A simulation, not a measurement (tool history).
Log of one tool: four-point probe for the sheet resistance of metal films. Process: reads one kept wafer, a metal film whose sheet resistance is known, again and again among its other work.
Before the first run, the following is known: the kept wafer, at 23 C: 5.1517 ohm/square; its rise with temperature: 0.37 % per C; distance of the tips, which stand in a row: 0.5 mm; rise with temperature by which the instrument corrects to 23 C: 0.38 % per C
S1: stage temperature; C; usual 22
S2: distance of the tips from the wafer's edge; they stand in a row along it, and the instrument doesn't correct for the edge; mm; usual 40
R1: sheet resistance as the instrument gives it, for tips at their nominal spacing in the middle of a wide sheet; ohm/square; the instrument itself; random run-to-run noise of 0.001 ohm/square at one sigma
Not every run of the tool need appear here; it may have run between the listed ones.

Run 1, day 0.000: usual settings. Result: R1 5.170028 ohm/square.
Run 2, day 0.925: usual settings. Result: R1 5.169865 ohm/square.
Run 3, day 2.317: usual settings. Result: R1 5.168259 ohm/square.
Run 4, day 3.508: usual settings. Result: R1 5.170971 ohm/square.
Run 5, day 4.804: usual settings. Result: R1 5.169803 ohm/square.
Run 6, day 5.762: usual settings but S2 25 mm. Result: R1 5.170013 ohm/square.
Run 7, day 6.425: usual settings but S2 5 mm. Result: R1 5.199248 ohm/square.
Run 8, day 7.383: usual settings. Result: R1 5.171741 ohm/square.
Run 9, day 7.996: usual settings. Result: R1 5.169786 ohm/square.
Run 10, day 8.950: usual settings but S1 24 C, S2 4 mm. Result: R1 5.212367 ohm/square.
Run 11, day 10.079: usual settings but S1 21 C. Result: R1 5.172039 ohm/square.
Run 12, day 11.004: usual settings but S1 18 C, S2 3 mm. Result: R1 5.251001 ohm/square.
Run 13, day 11.812: usual settings but S1 18 C, S2 3 mm. Result: R1 5.250349 ohm/square.
Run 14, day 12.983: usual settings but S1 18 C, S2 3 mm. Result: R1 5.250940 ohm/square.
Run 15, day 14.342: usual settings but S1 34 C, S2 8 mm. Result: R1 5.176039 ohm/square.
Run 16, day 15.375: usual settings but S1 24 C, S2 3 mm. Result: R1 5.249331 ohm/square.
Run 17, day 16.679: usual settings but S1 28 C, S2 5 mm. Result: R1 5.196454 ohm/square.
Run 18, day 17.725: usual settings but S1 28 C, S2 5 mm. Result: R1 5.196967 ohm/square.

What if the next run were any one of these 5? Each begins from the tool's condition after run 18:
Run A, day 18.921: usual settings but S1 27 C, S2 3 mm. Result: R1 ?.
Run B, day 18.921: usual settings but S1 28 C, S2 65 mm. Result: R1 ?.
Run C, day 18.921: usual settings but S2 5 mm. Result: R1 ?.
Run D, day 18.921: usual settings but S1 27 C, S2 46 mm. Result: R1 ?.
Run E, day 18.921: usual settings but S1 28 C, S2 7 mm. Result: R1 ?.

run        R1
  A  5.244370
  B  5.171375
  C  5.200496
  D  5.168633
  E  5.183873
Had the tool no hidden state, the same runs would have come out as:
run        R1
  A  5.223446
  B  5.150730
  C  5.179686
  D  5.147990
  E  5.163181

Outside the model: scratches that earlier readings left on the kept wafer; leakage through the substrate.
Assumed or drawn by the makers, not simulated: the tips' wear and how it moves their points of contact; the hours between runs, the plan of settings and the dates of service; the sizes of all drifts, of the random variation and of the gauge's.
